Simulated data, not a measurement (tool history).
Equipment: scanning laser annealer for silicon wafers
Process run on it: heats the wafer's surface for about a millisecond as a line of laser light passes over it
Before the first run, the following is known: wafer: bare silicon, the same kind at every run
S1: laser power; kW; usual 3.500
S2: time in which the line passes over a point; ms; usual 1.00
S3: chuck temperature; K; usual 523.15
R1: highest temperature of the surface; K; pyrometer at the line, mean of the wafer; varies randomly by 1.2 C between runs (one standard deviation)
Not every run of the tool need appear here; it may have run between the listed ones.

| run | hour | S1 | S2 | S3 | R1 |
|---|---|---|---|---|---|
| 1 | 0.0 | 3.500 | 1.00 | 523.15 | 1366.15 |
| 2 | 8.9 | 3.500 | 1.00 | 523.15 | 1365.15 |
| 3 | 14.3 | 3.500 | 1.00 | 556.15 | 1396.15 |
| 4 | 23.1 | 3.500 | 1.00 | 556.15 | 1400.15 |
| 5 | 29.7 | 3.500 | 1.00 | 523.15 | 1366.15 |
| 6 | 36.0 | 3.500 | 1.00 | 523.15 | 1367.15 |
| 7 | 45.0 | 3.500 | 1.13 | 513.15 | 1418.15 |
| 8 | 51.0 | 3.500 | 1.13 | 513.15 | 1417.15 |
| 9 | 61.7 | 3.553 | 0.98 | 492.15 | 1337.15 |
| 10 | 67.9 | 3.553 | 0.98 | 492.15 | 1340.15 |

Run 11 comes next. What will it give?
| 11 | 75.4 | 3.120 | 1.00 | 525.15 | ? |

Run 11 produced R1 1272.15 K.
With no hidden state in the tool, this same run would have given R1 1273.15 K.
